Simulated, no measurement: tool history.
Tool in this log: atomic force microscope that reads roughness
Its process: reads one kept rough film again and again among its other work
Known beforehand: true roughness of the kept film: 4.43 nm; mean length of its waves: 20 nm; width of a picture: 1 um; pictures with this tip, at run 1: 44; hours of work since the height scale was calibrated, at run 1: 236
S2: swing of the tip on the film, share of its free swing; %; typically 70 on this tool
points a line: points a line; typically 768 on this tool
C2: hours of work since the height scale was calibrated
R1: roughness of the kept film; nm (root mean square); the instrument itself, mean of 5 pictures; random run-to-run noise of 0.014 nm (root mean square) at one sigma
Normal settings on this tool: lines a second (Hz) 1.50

Run 1, hour 0.0: usual settings; pictures with this tip 44; C2 236. Result: R1 3.051 nm (root mean square).
Run 2, hour 14.4: usual settings but points a line 543; pictures with this tip 62; C2 243. Result: R1 2.938 nm (root mean square).
Run 3, hour 27.4: usual settings but points a line 543; pictures with this tip 79; C2 249. Result: R1 2.906 nm (root mean square).
Run 4, hour 37.5: usual settings but S2 72 %, points a line 543; pictures with this tip 92; C2 254. Result: R1 2.796 nm (root mean square).
Run 5, hour 53.8: usual settings; pictures with this tip 113; C2 261. Result: R1 2.784 nm (root mean square).
Run 6, hour 70.3: usual settings; pictures with this tip 134; C2 269. Result: R1 2.682 nm (root mean square).
Run 7, hour 89.2: usual settings; pictures with this tip 158; C2 278. Result: R1 2.615 nm (root mean square).
Run 8, hour 105.9: usual settings; pictures with this tip 179; C2 286. Result: R1 2.568 nm (root mean square).
Run 9, hour 124.4: usual settings; pictures with this tip 203; C2 295. Result: R1 2.495 nm (root mean square).
Run 10, hour 137.5: usual settings but S2 83 %; pictures with this tip 220; C2 301. Result: R1 2.247 nm (root mean square).
Run 11, hour 148.9: usual settings but lines a second (Hz) 0.52; pictures with this tip 234; C2 306. Result: R1 2.565 nm (root mean square).
Run 12, hour 162.4: usual settings but lines a second (Hz) 0.52; pictures with this tip 251; C2 313. Result: R1 2.520 nm (root mean square).
Run 13, hour 171.5: usual settings but lines a second (Hz) 0.52; pictures with this tip 263; C2 317. Result: R1 2.464 nm (root mean square).
Run 14, hour 179.3: usual settings but lines a second (Hz) 0.52; pictures with this tip 273; C2 321. Result: R1 2.447 nm (root mean square).
Run 15, hour 195.5: usual settings but points a line 421; pictures with this tip 294; C2 328. Result: R1 2.245 nm (root mean square).
At hour 202.1: new tip fitted.
Run 16, hour 208.8: usual settings but lines a second (Hz) 0.65, points a line 421; pictures with this tip 9; C2 334. Result: R1 3.366 nm (root mean square).
Run 17, hour 226.0: usual settings; pictures with this tip 31; C2 342. Result: R1 3.126 nm (root mean square).
Run 18, hour 242.0: usual settings; pictures with this tip 52; C2 350. Result: R1 3.038 nm (root mean square).
Run 19, hour 256.4: usual settings; pictures with this tip 70; C2 357. Result: R1 2.944 nm (root mean square).
Run 20, hour 275.3: usual settings; pictures with this tip 94; C2 366. Result: R1 2.854 nm (root mean square).
Run 21, hour 284.8: usual settings; pictures with this tip 106; C2 370. Result: R1 2.816 nm (root mean square).
Run 22, hour 294.0: usual settings; pictures with this tip 118; C2 375. Result: R1 2.791 nm (root mean square).
Run 23, hour 305.9: usual settings; pictures with this tip 133; C2 380. Result: R1 2.721 nm (root mean square).
Run 24, hour 316.8: usual settings; pictures with this tip 147; C2 385. Result: R1 2.646 nm (root mean square).
At hour 318.6: height scale calibrated on a step standard.
Run 25, hour 333.9: usual settings; pictures with this tip 168; C2 7. Result: R1 2.610 nm (root mean square).
Run 26, hour 351.0: usual settings; pictures with this tip 190; C2 15. Result: R1 2.534 nm (root mean square).
At hour 354.8: height scale calibrated on a step standard, once more.
Run 27, hour 370.2: usual settings but lines a second (Hz) 1.60, S2 60 %, points a line 589; pictures with this tip 213; C2 7. Result: R1 2.596 nm (root mean square).
Run 28, hour 386.8: usual settings but S2 62 %, points a line 327; pictures with this tip 234; C2 15. Result: R1 2.464 nm (root mean square).
Run 29, hour 401.7: usual settings but S2 62 %, points a line 327; pictures with this tip 253; C2 22. Result: R1 2.415 nm (root mean square).
Run 30, hour 419.3: usual settings but lines a second (Hz) 1.89, points a line 554; pictures with this tip 276; C2 30. Result: R1 2.278 nm (root mean square).
Run 31, hour 430.6: usual settings but points a line 679; pictures with this tip 290; C2 36. Result: R1 2.296 nm (root mean square).
At hour 439.4: new tip fitted.
Run 32, hour 442.4: usual settings but lines a second (Hz) 0.70, S2 78 %, points a line 778; pictures with this tip 4; C2 41. Result: R1 3.351 nm (root mean square).
Run 33, hour 458.4: usual settings but lines a second (Hz) 2.35, points a line 902; pictures with this tip 24; C2 49. Result: R1 3.058 nm (root mean square).
Run 34, hour 473.7: usual settings but lines a second (Hz) 2.35, points a line 902; pictures with this tip 43; C2 56. Result: R1 2.968 nm (root mean square).
Run 35, hour 492.0: usual settings but lines a second (Hz) 2.35, points a line 902; pictures with this tip 67; C2 65. Result: R1 2.863 nm (root mean square).
Run 36, hour 507.3: usual settings but lines a second (Hz) 2.35, points a line 902; pictures with this tip 86; C2 72. Result: R1 2.801 nm (root mean square).
Run 37, hour 519.9: usual settings but lines a second (Hz) 2.35, points a line 902; pictures with this tip 103; C2 78. Result: R1 2.712 nm (root mean square).
Run 38, hour 530.7: usual settings but lines a second (Hz) 1.11, points a line 726; pictures with this tip 116; C2 83. Result: R1 2.879 nm (root mean square).
Run 39, hour 538.6: usual settings but lines a second (Hz) 1.11, S2 58 %, points a line 496; pictures with this tip 126; C2 87. Result: R1 2.943 nm (root mean square).

The next listed run, before its measurement:
Run 40, hour 547.6: usual settings but lines a second (Hz) 1.11, S2 58 %, points a line 496; pictures with this tip 138; C2 91. Result: R1 ?.

Run 40 gave R1 2.889 nm (root mean square).
The same run, on a tool lacking any hidden state, would have yielded R1 3.512 nm (root mean square).
